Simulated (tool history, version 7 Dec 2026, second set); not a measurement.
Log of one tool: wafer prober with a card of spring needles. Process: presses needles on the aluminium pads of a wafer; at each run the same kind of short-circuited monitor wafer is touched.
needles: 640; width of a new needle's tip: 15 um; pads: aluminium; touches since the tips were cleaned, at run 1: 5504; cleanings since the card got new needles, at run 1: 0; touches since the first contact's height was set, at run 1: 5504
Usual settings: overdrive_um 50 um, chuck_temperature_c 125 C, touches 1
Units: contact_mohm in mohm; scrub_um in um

run	hour	overdrive_um	chuck_temperature_c	touches	touches since the tips were cleaned	cleanings since the card got new needles	touches since the first contact's height was set	contact_mohm	scrub_um
1	0	50	125	1	5504	0	5504	550	12.55
2	9.4	50	125	1	8179	0	8179	595	12.57
# hour 12.7: tips cleaned on abrasive film
3	21.7	50	125	1	2538	1	11621	493	12.54
4	33.3	50	125	1	5849	1	14932	573	12.56
# hour 44.3: tips cleaned on abrasive film
5	45.1	50	125	1	228	2	18256	314	12.53
6	59.5	50	125	1	4310	2	22338	545	12.5
7	66.7	50	125	1	6345	2	24373	592	12.55
8	74.5	50	125	3	8560	2	26588	394	12.51
# hour 75.9: tips cleaned on abrasive film
9	86.1	50	125	3	2894	3	29837	355	12.49
10	94.7	50	125	3	5356	3	32299	373	12.53
11	104	56	125	1	7971	3	34914	536	14.03
# hour 107.8: tips cleaned on abrasive film
12	113.2	56	125	1	1514	4	37497	393	13.99
13	121	56	125	1	3749	4	39732	479	13.99
14	132.1	56	125	1	6896	4	42879	526	13.99
# hour 139.8: tips cleaned on abrasive film
15	146.1	50	63	1	1779	5	46809	464	12.47
16	160.5	50	63	1	5868	5	50898	603	12.47
17	170.8	50	63	1	8798	5	53828	626	12.48
# hour 171.6: tips cleaned on abrasive film
18	180.2	50	125	2	2425	6	56457	397	12.43
19	188.3	50	125	1	4718	6	58750	572	12.47
20	202.5	30	38	3	8766	6	62798	639	7.43
# hour 203.3: tips cleaned on abrasive film
21	210	66	31	3	1890	7	64886	282	16.45
22	222.6	44	125	1	5466	7	68462	665	10.95
23	229.6	50	112	2	7463	7	70459	470	12.45
# hour 235.1: tips cleaned on abrasive film
24	242.2	50	125	3	2011	8	74007	336	12.42
25	254.1	51	31	2	5378	8	77374	448	12.66
# hour 266.4: tips cleaned on abrasive film
26	267.4	49	42	2	295	9	81128	290	12.19
27	282	49	42	2	4423	9	85256	455	12.17
28	295.2	50	76	1	8180	9	89013	637	12.4
# hour 298.1: tips cleaned on abrasive film
29	304.5	46	76	3	1827	10	91631	340	11.36
30	314.6	46	76	3	4694	10	94498	387	11.38
31	329	33	101	2	8765	10	98569	761	8.11
# hour 329.8: tips cleaned on abrasive film
32	337.5	42	107	2	2193	11	100964	453	10.35
33	348.2	42	107	2	5229	11	104000	543	10.36
34	355.3	42	107	2	7224	11	105995	565	10.36
# hour 361.6: tips cleaned on abrasive film
35	361.6	34	37	1	0	12	107768	309	8.33

How the hidden state differs across the entries between the runs, from the last listed run before each to the first after it:
Between runs 2 and 3: tips cleaned on abrasive film (hour 12.7)
  debris on the tips, nm: 162.3 -> 111.6; way that the needles fall short of the set height, um: 0 -> 0.06; tips' diameter, um: 15 -> 15.02
  measured less the result without the state, contact_mohm: +324 -> +223 mohm; scrub_um: +0 -> -0.02 um
Between runs 4 and 5: tips cleaned on abrasive film (hour 44.3)
  debris on the tips, nm: 156 -> 22.1; way that the needles fall short of the set height, um: 0.06 -> 0.11; tips' diameter, um: 15.02 -> 15.04
  measured less the result without the state, contact_mohm: +307 -> +44 mohm; scrub_um: -0.02 -> -0.02 um
Between runs 8 and 9: tips cleaned on abrasive film (hour 75.9)
  debris on the tips, nm: 168.4 -> 119.1; way that the needles fall short of the set height, um: 0.11 -> 0.17; tips' diameter, um: 15.04 -> 15.06
  measured less the result without the state, contact_mohm: +122 -> +86 mohm; scrub_um: -0.03 -> -0.04 um
Between runs 11 and 12: tips cleaned on abrasive film (hour 107.8)
  debris on the tips, nm: 167.1 -> 76.1; way that the needles fall short of the set height, um: 0.17 -> 0.25; tips' diameter, um: 15.06 -> 15.09
  measured less the result without the state, contact_mohm: +272 -> +125 mohm; scrub_um: -0.04 -> -0.06 um
Between runs 14 and 15: tips cleaned on abrasive film (hour 139.8)
  debris on the tips, nm: 161.1 -> 92.1; way that the needles fall short of the set height, um: 0.25 -> 0.33; tips' diameter, um: 15.09 -> 15.11
  measured less the result without the state, contact_mohm: +262 -> +210 mohm; scrub_um: -0.07 -> -0.08 um
Between runs 17 and 18: tips cleaned on abrasive film (hour 171.6)
  debris on the tips, nm: 169.8 -> 104.8; way that the needles fall short of the set height, um: 0.33 -> 0.38; tips' diameter, um: 15.11 -> 15.13
  measured less the result without the state, contact_mohm: +377 -> +129 mohm; scrub_um: -0.09 -> -0.1 um
Between runs 20 and 21: tips cleaned on abrasive film (hour 203.3)
  debris on the tips, nm: 169 -> 86.4; way that the needles fall short of the set height, um: 0.38 -> 0.46; tips' diameter, um: 15.13 -> 15.16
  measured less the result without the state, contact_mohm: +377 -> +45 mohm; scrub_um: -0.1 -> -0.12 um
Between runs 23 and 24: tips cleaned on abrasive film (hour 235.1)
  debris on the tips, nm: 164 -> 90.1; way that the needles fall short of the set height, um: 0.46 -> 0.53; tips' diameter, um: 15.16 -> 15.18
  measured less the result without the state, contact_mohm: +206 -> +67 mohm; scrub_um: -0.11 -> -0.13 um
Between runs 25 and 26: tips cleaned on abrasive film (hour 266.4)
  debris on the tips, nm: 148.1 -> 27.1; way that the needles fall short of the set height, um: 0.53 -> 0.59; tips' diameter, um: 15.18 -> 15.21
  measured less the result without the state, contact_mohm: +208 -> +41 mohm; scrub_um: -0.13 -> -0.14 um
Between runs 28 and 29: tips cleaned on abrasive film (hour 298.1)
  debris on the tips, nm: 167.7 -> 88.5; way that the needles fall short of the set height, um: 0.59 -> 0.68; tips' diameter, um: 15.21 -> 15.24
  measured less the result without the state, contact_mohm: +381 -> +85 mohm; scrub_um: -0.15 -> -0.17 um
Between runs 31 and 32: tips cleaned on abrasive film (hour 329.8)
  debris on the tips, nm: 168.5 -> 101.5; way that the needles fall short of the set height, um: 0.68 -> 0.75; tips' diameter, um: 15.24 -> 15.26
  measured less the result without the state, contact_mohm: +485 -> +184 mohm; scrub_um: -0.18 -> -0.19 um
Between runs 34 and 35: tips cleaned on abrasive film (hour 361.6)
  debris on the tips, nm: 163.6 -> 10.5; way that the needles fall short of the set height, um: 0.75 -> 0.82; tips' diameter, um: 15.26 -> 15.29
  measured less the result without the state, contact_mohm: +295 -> +55 mohm; scrub_um: -0.19 -> -0.21 um
